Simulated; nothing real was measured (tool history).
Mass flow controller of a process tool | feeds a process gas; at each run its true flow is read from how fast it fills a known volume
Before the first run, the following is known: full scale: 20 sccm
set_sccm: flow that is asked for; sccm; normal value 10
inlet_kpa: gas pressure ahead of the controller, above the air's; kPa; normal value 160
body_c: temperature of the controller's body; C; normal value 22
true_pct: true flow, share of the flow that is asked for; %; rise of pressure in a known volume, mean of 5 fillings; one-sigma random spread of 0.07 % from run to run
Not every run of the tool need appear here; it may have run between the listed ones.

run    hour  set_sccm  inlet_kpa  body_c  true_pct
  1       0        10        160      22     95.31
  2   300.4        10        160      22     95.19
  3   538.4        10        160      22     95.08
  4   791.9        10        160      22     94.95
  5  1026.7        10        160      22     94.93
  6  1207.9        10        160      21     94.86
       1268  -- controller's zero set anew
  7  1451.5        16        160      22     97.85
  8  1842.7        16        160      22     97.72
  9  2131.1        10        160      26      96.7
 10  2330.9        10        160      22     96.61
 11    2739        10        160      22     96.62
 12  2983.3        10        160      22     96.44
 13  3348.3        10        160      22      96.5
 14  3691.1        10        279      28     95.48
 15  4102.1        10        279      28     95.34
 16  4433.9        10        279      28     95.24
 17  4769.9         7        160      21     95.42
 18  5033.6         8        214      34     94.78
 19  5417.6         6        188      22     94.86
 20    5660         6        169      27     94.71
 21  5880.1        16        171      28     96.48
 22  6231.3        16        171      28     96.54
 23  6565.4        16        171      28     96.35
 24  7005.6        16        171      28     96.12
 25  7346.3         5        171      29      93.3
 26  7747.2        14        160      28     95.82

Branching from run 26: 3 alternative next runs. What would each branch give?
  A  7968.9         9        213      25         ?
  B  7968.9         4        189      24         ?
  C  7968.9        14        196      22         ?

run  true_pct
  A     94.53
  B     92.74
  C     95.81
What these runs would have given with no unlogged condition in the tool:
run  true_pct
  A      98.5
  B     98.23
  C     99.35
